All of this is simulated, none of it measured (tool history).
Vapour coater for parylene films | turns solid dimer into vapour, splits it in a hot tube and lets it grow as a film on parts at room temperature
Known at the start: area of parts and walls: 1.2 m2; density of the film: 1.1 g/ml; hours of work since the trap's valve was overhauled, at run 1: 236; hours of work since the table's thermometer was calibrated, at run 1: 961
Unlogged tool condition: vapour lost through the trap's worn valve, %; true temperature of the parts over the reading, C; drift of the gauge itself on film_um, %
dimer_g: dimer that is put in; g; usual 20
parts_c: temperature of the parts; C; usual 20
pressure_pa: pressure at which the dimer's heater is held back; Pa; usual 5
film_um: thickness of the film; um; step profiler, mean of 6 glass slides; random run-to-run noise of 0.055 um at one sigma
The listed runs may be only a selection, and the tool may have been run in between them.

run	hour	dimer_g	parts_c	pressure_pa	hours of work since the trap's valve was overhauled	hours of work since the table's thermometer was calibrated	film_um
1	0	20	20	5	236	961	8.45
2	25	20	20	5	253	978	8.41
# hour 61.6: trap's valve overhauled
3	65.5	20	20	4.57	3	1003	8.93
4	120.4	20	20	4.57	40	1040	8.94
5	144.1	20	20	4.57	56	1057	8.93
6	191.1	20	20	4.57	88	1089	8.81
# hour 195.6: table's thermometer calibrated
7	222.1	30	24	7.29	109	18	10.95
8	275.3	30	24	7.29	145	54	10.86
9	309.5	27	21	7.61	168	78	10.66
10	350.9	10	20	4.39	196	106	4.22
11	399.9	10	20	4.39	230	139	4.19
12	443.1	10	28	4.39	259	169	3.21

Forecast each of these 3 alternatives for the next run:
# hour 466.3: table's thermometer calibrated, once more
# hour 470.3: trap's valve overhauled
A	491.8	20	14	5.2	15	15	?
# hour 466.3: table's thermometer calibrated, once more
# hour 470.3: trap's valve overhauled
B	491.8	10	21	3.91	15	15	?
# hour 466.3: table's thermometer calibrated, once more
# hour 470.3: trap's valve overhauled
C	491.8	20	14	5	15	15	?

run	film_um
A	10.93
B	4.48
C	10.95
Without the tool's unlogged condition, the same runs would have read:
run	film_um
A	11.04
B	4.52
C	11.06
